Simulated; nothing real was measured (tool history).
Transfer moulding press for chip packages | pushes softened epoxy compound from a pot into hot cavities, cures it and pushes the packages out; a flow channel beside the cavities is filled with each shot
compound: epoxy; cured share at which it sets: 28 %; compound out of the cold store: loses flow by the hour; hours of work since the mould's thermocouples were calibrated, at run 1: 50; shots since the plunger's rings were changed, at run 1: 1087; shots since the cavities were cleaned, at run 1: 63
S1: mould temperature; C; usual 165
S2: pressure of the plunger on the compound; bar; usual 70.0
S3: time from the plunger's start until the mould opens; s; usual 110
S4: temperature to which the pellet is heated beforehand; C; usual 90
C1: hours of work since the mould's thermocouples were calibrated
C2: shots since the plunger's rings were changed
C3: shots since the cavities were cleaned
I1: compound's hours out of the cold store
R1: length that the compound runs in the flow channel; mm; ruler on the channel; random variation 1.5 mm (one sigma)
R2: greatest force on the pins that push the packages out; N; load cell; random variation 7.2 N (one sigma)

run	hour	S1	S2	S3	S4	C1	C2	C3	I1	R1	R2
1	0.0	165	70.0	110	90	50	1087	63	37.2	490	303
2	34.1	165	70.0	110	90	72	1487	463	28.4	504	300
# hour 70.5: cavities cleaned with cleaning compound and waxed
3	96.5	165	58.5	110	90	113	2201	304	29.7	457	294
# hour 145.6: cavities cleaned with cleaning compound and waxed
4	149.3	165	58.5	110	90	147	2803	43	21.6	469	305
5	187.6	165	58.5	110	90	172	3252	492	38.6	447	311
# hour 202.9: plunger's sealing rings changed
# hour 220.5: cavities cleaned with cleaning compound and waxed
6	220.5	165	70.0	143	90	191	189	0	13.1	529	264
7	273.2	165	70.0	143	90	226	807	618	46.0	478	265
# hour 294.1: cavities cleaned with cleaning compound and waxed
8	326.6	165	70.0	143	90	260	1416	381	14.7	526	242
9	357.2	165	70.0	110	90	281	1776	741	44.9	481	310
# hour 370.6: cavities cleaned with cleaning compound and waxed
10	391.5	165	70.0	110	90	302	2160	245	13.7	526	310
# hour 444.0: cavities cleaned with cleaning compound and waxed
11	444.6	165	70.0	110	90	336	2765	7	21.9	513	304
12	480.2	165	70.0	125	90	360	3183	425	23.2	512	273
# hour 500.7: plunger's sealing rings changed
# hour 519.4: cavities cleaned with cleaning compound and waxed
13	528.5	165	70.0	125	90	389	308	107	43.9	480	267
14	578.5	170	70.0	123	90	422	894	693	25.3	501	268
# hour 593.1: cavities cleaned with cleaning compound and waxed
15	617.3	170	70.0	123	90	447	1332	284	30.5	496	239
16	646.4	170	70.0	123	90	466	1673	625	15.6	517	254
# hour 668.2: cavities cleaned with cleaning compound and waxed
17	691.7	168	60.9	123	90	495	2187	275	23.9	471	251
18	727.2	159	70.0	110	90	519	2604	692	41.9	492	442
# hour 742.8: cavities cleaned with cleaning compound and waxed
19	768.5	169	70.0	93	86	545	3070	301	24.6	503	353
# hour 797.7: plunger's sealing rings changed
# hour 818.7: cavities cleaned with cleaning compound and waxed
20	818.7	159	55.2	111	94	576	229	0	44.7	434	425
21	854.5	159	55.2	111	94	600	650	421	18.4	468	475
# hour 893.8: cavities cleaned with cleaning compound and waxed
22	910.2	162	85.0	110	100	635	1285	192	16.6	578	352
23	940.5	164	64.9	147	82	655	1641	548	45.6	464	256
# hour 968.0: cavities cleaned with cleaning compound and waxed
24	988.9	173	70.0	98	90	686	2191	246	35.9	482	265
25	1020.2	173	70.0	98	90	707	2558	613	24.6	500	264
# hour 1041.0: cavities cleaned with cleaning compound and waxed
26	1083.6	173	70.0	98	90	748	3284	500	13.5	515	270

3 ways to go on from here, each from the tool as it stands after run 26. What would each give?
# hour 1099.0: plunger's sealing rings changed
# hour 1117.1: cavities cleaned with cleaning compound and waxed
A	1145.0	158	63.9	122	90	786	523	328	25.4	?	?
# hour 1099.0: plunger's sealing rings changed
# hour 1117.1: cavities cleaned with cleaning compound and waxed
B	1145.0	167	70.0	98	90	786	523	328	18.8	?	?
# hour 1099.0: plunger's sealing rings changed
# hour 1117.1: cavities cleaned with cleaning compound and waxed
C	1145.0	173	55.6	98	86	786	523	328	19.4	?	?

run	R1	R2
A	496	392
B	518	341
C	453	262
Without the tool's hidden state the same runs would have given:
run	R1	R2
A	496	390
B	518	339
C	453	261

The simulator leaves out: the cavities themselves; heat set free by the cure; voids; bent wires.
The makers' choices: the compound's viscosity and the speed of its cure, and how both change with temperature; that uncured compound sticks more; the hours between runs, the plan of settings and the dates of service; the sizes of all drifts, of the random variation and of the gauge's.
